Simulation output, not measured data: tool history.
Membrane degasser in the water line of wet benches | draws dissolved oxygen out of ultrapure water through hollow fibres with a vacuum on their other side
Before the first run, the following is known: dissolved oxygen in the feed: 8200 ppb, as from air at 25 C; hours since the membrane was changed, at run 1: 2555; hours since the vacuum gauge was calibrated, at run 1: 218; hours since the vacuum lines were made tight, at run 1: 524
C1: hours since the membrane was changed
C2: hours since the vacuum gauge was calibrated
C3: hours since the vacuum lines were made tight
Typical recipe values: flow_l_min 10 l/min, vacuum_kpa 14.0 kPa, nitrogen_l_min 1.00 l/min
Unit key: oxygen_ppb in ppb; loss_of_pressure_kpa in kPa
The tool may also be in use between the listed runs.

run 1 hour=0.0 | flow_l_min=10 vacuum_kpa=14.0 nitrogen_l_min=1.00 | C1=2555 C2=218 C3=524 | oxygen_ppb=288.3 loss_of_pressure_kpa=25.77
run 2 hour=38.7 | flow_l_min=10 vacuum_kpa=14.0 nitrogen_l_min=1.00 | C1=2594 C2=257 C3=563 | oxygen_ppb=285.0 loss_of_pressure_kpa=25.73
run 3 hour=83.8 | flow_l_min=10 vacuum_kpa=20.1 nitrogen_l_min=1.00 | C1=2639 C2=302 C3=608 | oxygen_ppb=426.2 loss_of_pressure_kpa=25.65
run 4 hour=153.9 | flow_l_min=10 vacuum_kpa=23.6 nitrogen_l_min=1.00 | C1=2709 C2=372 C3=678 | oxygen_ppb=502.2 loss_of_pressure_kpa=25.90
-- hour=159.3 vacuum gauge calibrated
run 5 hour=190.1 | flow_l_min=10 vacuum_kpa=14.0 nitrogen_l_min=1.00 | C1=2744 C2=31 C3=714 | oxygen_ppb=284.4 loss_of_pressure_kpa=25.81
run 6 hour=234.0 | flow_l_min=10 vacuum_kpa=14.0 nitrogen_l_min=1.00 | C1=2788 C2=75 C3=758 | oxygen_ppb=287.6 loss_of_pressure_kpa=25.70
run 7 hour=278.8 | flow_l_min=10 vacuum_kpa=14.0 nitrogen_l_min=0.71 | C1=2833 C2=119 C3=802 | oxygen_ppb=372.2 loss_of_pressure_kpa=25.94
run 8 hour=344.0 | flow_l_min=10 vacuum_kpa=13.3 nitrogen_l_min=1.41 | C1=2898 C2=185 C3=868 | oxygen_ppb=207.1 loss_of_pressure_kpa=25.90
run 9 hour=380.6 | flow_l_min=10 vacuum_kpa=14.0 nitrogen_l_min=0.67 | C1=2935 C2=221 C3=904 | oxygen_ppb=398.3 loss_of_pressure_kpa=25.82
run 10 hour=431.1 | flow_l_min=8 vacuum_kpa=13.5 nitrogen_l_min=0.67 | C1=2985 C2=272 C3=955 | oxygen_ppb=296.8 loss_of_pressure_kpa=20.41
run 11 hour=495.3 | flow_l_min=8 vacuum_kpa=21.9 nitrogen_l_min=1.86 | C1=3050 C2=336 C3=1019 | oxygen_ppb=212.9 loss_of_pressure_kpa=20.71
run 12 hour=549.4 | flow_l_min=15 vacuum_kpa=13.0 nitrogen_l_min=0.68 | C1=3104 C2=390 C3=1073 | oxygen_ppb=583.5 loss_of_pressure_kpa=38.92
-- hour=600.6 vacuum gauge calibrated, once more
run 13 hour=627.8 | flow_l_min=15 vacuum_kpa=13.0 nitrogen_l_min=0.68 | C1=3182 C2=27 C3=1151 | oxygen_ppb=581.4 loss_of_pressure_kpa=38.77

What if the next run were any one of these 3? Each begins from the tool's condition after run 13:
run A hour=688.1 | flow_l_min=14 vacuum_kpa=13.0 nitrogen_l_min=0.68 | C1=3242 C2=88 C3=1211 | oxygen_ppb=? loss_of_pressure_kpa=?
run B hour=688.1 | flow_l_min=10 vacuum_kpa=14.0 nitrogen_l_min=1.67 | C1=3242 C2=88 C3=1211 | oxygen_ppb=? loss_of_pressure_kpa=?
run C hour=688.1 | flow_l_min=8 vacuum_kpa=13.5 nitrogen_l_min=0.99 | C1=3242 C2=88 C3=1211 | oxygen_ppb=? loss_of_pressure_kpa=?

run=A oxygen_ppb=528.7 loss_of_pressure_kpa=36.78
run=B oxygen_ppb=190.7 loss_of_pressure_kpa=25.67
run=C oxygen_ppb=216.8 loss_of_pressure_kpa=20.72
With no hidden state in the tool, these same runs would have given:
run=A oxygen_ppb=515.8 loss_of_pressure_kpa=35.71
run=B oxygen_ppb=184.1 loss_of_pressure_kpa=24.91
run=C oxygen_ppb=212.3 loss_of_pressure_kpa=20.12

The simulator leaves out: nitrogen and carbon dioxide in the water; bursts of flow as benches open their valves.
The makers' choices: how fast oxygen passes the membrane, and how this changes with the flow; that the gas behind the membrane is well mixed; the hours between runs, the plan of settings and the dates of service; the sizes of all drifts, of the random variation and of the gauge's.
